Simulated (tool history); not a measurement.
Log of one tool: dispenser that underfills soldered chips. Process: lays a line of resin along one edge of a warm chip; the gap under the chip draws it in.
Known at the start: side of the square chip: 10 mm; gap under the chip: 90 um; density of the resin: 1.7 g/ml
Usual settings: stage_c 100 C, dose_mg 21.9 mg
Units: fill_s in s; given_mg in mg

| run | day | stage_c | dose_mg | fill_s | given_mg |
|---|---|---|---|---|---|
| 1 | 0 | 100 | 21.9 | 112.2 | 20.69 |
| 2 | 0.167 | 100 | 21.9 | 147.4 | 20.81 |
| 3 | 0.333 | 100 | 21.9 | 75.1 | 20.62 |
| 4 | 0.5 | 97 | 21.9 | 103.5 | 20.38 |
| 5 | 0.65 | 97 | 21.9 | 131.1 | 20.46 |
| 6 | 0.842 | 97 | 21.9 | 174.2 | 20.46 |
| 7 | 0.95 | 97 | 21.9 | 80.1 | 20.2 |
| 8 | 1.092 | 100 | 28.3 | 88.8 | 26.21 |
| 9 | 1.2 | 100 | 28.3 | 103.3 | 26.19 |
| 10 | 1.292 | 100 | 28.3 | 121.3 | 26.02 |
| 11 | 1.504 | 100 | 28.3 | 153.7 | 28.53 |
| 12 | 1.704 | 100 | 28.3 | 82.3 | 27.94 |
| 13 | 1.888 | 100 | 28.3 | 111 | 27.87 |
| 14 | 1.996 | 100 | 28.3 | 129.7 | 28.14 |
| 15 | 2.117 | 100 | 28.3 | 156.9 | 27.88 |
| 16 | 2.279 | 100 | 19.5 | 87.5 | 19.2 |
| 17 | 2.438 | 100 | 19.5 | 111.9 | 19.12 |
| 18 | 2.525 | 93 | 20.5 | 151.9 | 19.98 |
| 19 | 2.662 | 88 | 24.2 | 212.8 | 23.61 |
| 20 | 2.817 | 88 | 24.2 | 106.4 | 23.7 |
| 21 | 2.938 | 114 | 26.5 | 57 | 25.74 |
| 22 | 3.083 | 106 | 18.8 | 96.8 | 18.18 |
| 23 | 3.271 | 100 | 23.3 | 144.6 | 22.54 |
| 24 | 3.383 | 104 | 21.1 | 63.3 | 20.28 |
| 25 | 3.529 | 105 | 25.9 | 73.7 | 25.1 |
| 26 | 3.638 | 100 | 24.8 | 100.8 | 23.91 |
| 27 | 3.788 | 108 | 21.8 | 101.5 | 20.8 |
| 28 | 3.917 | 101 | 25.8 | 148.9 | 24.76 |
| 29 | 4.088 | 94 | 19.9 | 101.7 | 18.97 |
| 30 | 4.196 | 88 | 19.1 | 146.1 | 18.22 |
| 31 | 4.317 | 88 | 19.1 | 176.3 | 18.21 |
| 32 | 4.504 | 88 | 19.1 | 235 | 17.91 |
| 33 | 4.646 | 88 | 19.1 | 113.8 | 18.04 |

Not shown: 9 entries that the log had between the listed runs. Between which runs, and how does the tool's hidden state differ before and after?
Between runs 2 and 3: new syringe of resin (day 0.279)
  resin's viscosity, % of fresh resin's: 209.3 -> 107.9; dose that the valve gives, % of what is set: 94.42 -> 94.14; true chip temperature over the reading, C: 0.71 -> 0.73
  measured less the result without the state, fill_s: +76.1 -> +4.9 s; given_mg: -1.22 -> -1.29 mg
Between runs 6 and 7: new syringe of resin (day 0.892)
  resin's viscosity, % of fresh resin's: 230.6 -> 107.5; dose that the valve gives, % of what is set: 93.25 -> 93.1; true chip temperature over the reading, C: 0.79 -> 0.8
  measured less the result without the state, fill_s: +98 -> +5 s; given_mg: -1.49 -> -1.5 mg
Between runs 10 and 11: dispensing valve cleaned and set on the balance (day 1.429)
  resin's viscosity, % of fresh resin's: 179.8 -> 232.2; dose that the valve gives, % of what is set: 92.55 -> 99.66; true chip temperature over the reading, C: 0.83 -> 0.85
  measured less the result without the state, fill_s: +52.4 -> +85.7 s; given_mg: -2.1 -> -0.09 mg
Between runs 11 and 12: new syringe of resin (day 1.538)
  resin's viscosity, % of fresh resin's: 232.2 -> 127.3; dose that the valve gives, % of what is set: 99.66 -> 99.34; true chip temperature over the reading, C: 0.85 -> 0.87
  measured less the result without the state, fill_s: +85.7 -> +15.9 s; given_mg: -0.09 -> -0.19 mg
Between runs 15 and 16: new syringe of resin (day 2.146)
  resin's viscosity, % of fresh resin's: 235.7 -> 124.3; dose that the valve gives, % of what is set: 98.67 -> 98.43; true chip temperature over the reading, C: 0.92 -> 0.93
  measured less the result without the state, fill_s: +88.7 -> +15.4 s; given_mg: -0.38 -> -0.3 mg
Between runs 19 and 20: new syringe of resin (day 2.754)
  resin's viscosity, % of fresh resin's: 221.5 -> 108.8; dose that the valve gives, % of what is set: 97.76 -> 97.52; true chip temperature over the reading, C: 0.98 -> 0.99
  measured less the result without the state, fill_s: +114.2 -> +5.8 s; given_mg: -0.54 -> -0.6 mg
Between runs 23 and 24: new syringe of resin (day 3.362)
  resin's viscosity, % of fresh resin's: 215.6 -> 103.4; dose that the valve gives, % of what is set: 96.71 -> 96.53; true chip temperature over the reading, C: 1.04 -> 1.05
  measured less the result without the state, fill_s: +75.9 -> +0.7 s; given_mg: -0.77 -> -0.73 mg
Between runs 28 and 29: new syringe of resin (day 3.967)
  resin's viscosity, % of fresh resin's: 229.9 -> 119.9; dose that the valve gives, % of what is set: 95.64 -> 95.37; true chip temperature over the reading, C: 1.11 -> 1.13
  measured less the result without the state, fill_s: +82.3 -> +15.2 s; given_mg: -1.12 -> -0.92 mg
Between runs 32 and 33: new syringe of resin (day 4.575)
  resin's viscosity, % of fresh resin's: 224.6 -> 109.9; dose that the valve gives, % of what is set: 94.66 -> 94.45; true chip temperature over the reading, C: 1.17 -> 1.19
  measured less the result without the state, fill_s: +128.6 -> +8.6 s; given_mg: -1.02 -> -1.06 mg
